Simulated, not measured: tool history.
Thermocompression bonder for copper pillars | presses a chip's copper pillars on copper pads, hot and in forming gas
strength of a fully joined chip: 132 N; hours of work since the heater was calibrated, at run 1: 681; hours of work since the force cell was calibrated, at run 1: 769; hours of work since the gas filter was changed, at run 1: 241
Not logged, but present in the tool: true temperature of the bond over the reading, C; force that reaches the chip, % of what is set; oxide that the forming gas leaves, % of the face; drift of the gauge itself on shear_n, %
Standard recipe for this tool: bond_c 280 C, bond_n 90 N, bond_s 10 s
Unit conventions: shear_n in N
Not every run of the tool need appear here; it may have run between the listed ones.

| run | hour | bond_c | bond_n | bond_s | hours of work since the heater was calibrated | hours of work since the force cell was calibrated | hours of work since the gas filter was changed | shear_n |
|---|---|---|---|---|---|---|---|---|
| 1 | 0.0 | 280 | 90 | 10 | 681 | 769 | 241 | 81.4 |
|  | 29.4 | force cell calibrated |
| 2 | 46.4 | 280 | 90 | 10 | 714 | 12 | 274 | 82.4 |
| 3 | 106.5 | 280 | 80 | 10 | 758 | 56 | 318 | 79.0 |
| 4 | 185.4 | 280 | 80 | 10 | 816 | 114 | 375 | 75.8 |
| 5 | 225.9 | 280 | 80 | 10 | 845 | 144 | 405 | 74.1 |
|  | 248.3 | forming gas filter changed |
| 6 | 292.8 | 280 | 90 | 11 | 894 | 192 | 33 | 91.9 |
|  | 314.4 | heater calibrated with a thermocouple chip |
| 7 | 388.6 | 280 | 90 | 11 | 54 | 261 | 101 | 94.3 |
| 8 | 442.2 | 280 | 90 | 23 | 93 | 300 | 140 | 106.1 |
| 9 | 518.5 | 280 | 90 | 23 | 149 | 355 | 196 | 105.4 |
| 10 | 601.2 | 280 | 90 | 23 | 209 | 416 | 256 | 102.1 |
| 11 | 689.2 | 280 | 90 | 10 | 274 | 480 | 321 | 83.5 |
| 12 | 759.5 | 280 | 90 | 10 | 325 | 532 | 372 | 81.0 |
| 13 | 802.9 | 280 | 66 | 10 | 357 | 563 | 404 | 66.9 |
|  | 826.1 | forming gas filter changed |
| 14 | 843.0 | 309 | 90 | 10 | 386 | 592 | 12 | 109.6 |
| 15 | 915.1 | 280 | 90 | 18 | 438 | 645 | 65 | 100.6 |
| 16 | 981.2 | 280 | 90 | 18 | 487 | 693 | 113 | 99.6 |
| 17 | 1029.9 | 280 | 90 | 18 | 522 | 729 | 149 | 99.2 |
| 18 | 1074.6 | 280 | 90 | 18 | 555 | 761 | 182 | 97.7 |
|  | 1113.4 | force cell calibrated |
| 19 | 1139.6 | 280 | 90 | 10 | 601 | 19 | 228 | 87.6 |
| 20 | 1235.1 | 280 | 90 | 10 | 671 | 89 | 298 | 84.9 |
| 21 | 1312.5 | 299 | 115 | 10 | 728 | 145 | 354 | 103.4 |
| 22 | 1387.6 | 265 | 89 | 11 | 783 | 200 | 409 | 71.4 |
|  | 1399.8 | forming gas filter changed |
| 23 | 1453.8 | 265 | 89 | 11 | 831 | 248 | 39 | 79.5 |
| 24 | 1531.7 | 252 | 103 | 11 | 887 | 305 | 96 | 73.4 |
|  | 1560.0 | heater calibrated with a thermocouple chip |
| 25 | 1578.9 | 252 | 87 | 10 | 14 | 338 | 129 | 70.0 |
| 26 | 1651.4 | 280 | 100 | 22 | 67 | 391 | 182 | 109.6 |
| 27 | 1725.0 | 303 | 88 | 7 | 121 | 445 | 236 | 93.7 |
| 28 | 1791.4 | 299 | 117 | 7 | 169 | 493 | 285 | 100.3 |
| 29 | 1864.8 | 299 | 117 | 7 | 223 | 547 | 338 | 98.3 |
| 30 | 1954.5 | 280 | 98 | 23 | 288 | 613 | 404 | 99.8 |
|  | 1975.9 | forming gas filter changed |
| 31 | 2032.4 | 251 | 82 | 9 | 345 | 669 | 41 | 62.7 |
| 32 | 2124.9 | 251 | 58 | 10 | 412 | 737 | 109 | 48.3 |
| 33 | 2178.6 | 261 | 107 | 11 | 452 | 776 | 148 | 83.3 |
|  | 2195.9 | force cell calibrated |
| 34 | 2234.2 | 261 | 107 | 11 | 491 | 28 | 188 | 85.5 |
| 35 | 2281.7 | 267 | 90 | 20 | 526 | 63 | 222 | 93.9 |
| 36 | 2341.7 | 267 | 90 | 20 | 570 | 107 | 266 | 92.1 |
| 37 | 2393.7 | 277 | 128 | 6 | 608 | 145 | 304 | 89.1 |
| 38 | 2456.0 | 277 | 128 | 6 | 653 | 190 | 350 | 84.1 |
| 39 | 2498.2 | 277 | 82 | 6 | 684 | 221 | 380 | 66.3 |

Here are 3 independent what-if runs from the current tool condition. What would each one return?
|  | 2549.4 | forming gas filter changed |
| A | 2565.8 | 277 | 77 | 6 | 733 | 270 | 12 | ? |
|  | 2549.4 | forming gas filter changed |
| B | 2565.8 | 274 | 112 | 23 | 733 | 270 | 12 | ? |
|  | 2549.4 | forming gas filter changed |
| C | 2565.8 | 265 | 100 | 12 | 733 | 270 | 12 | ? |

| run | shear_n |
|---|---|
| A | 68.6 |
| B | 112.6 |
| C | 87.7 |
With no hidden state in the tool, these same runs would have given:
| run | shear_n |
|---|---|
| A | 75.3 |
| B | 117.4 |
| C | 94.7 |
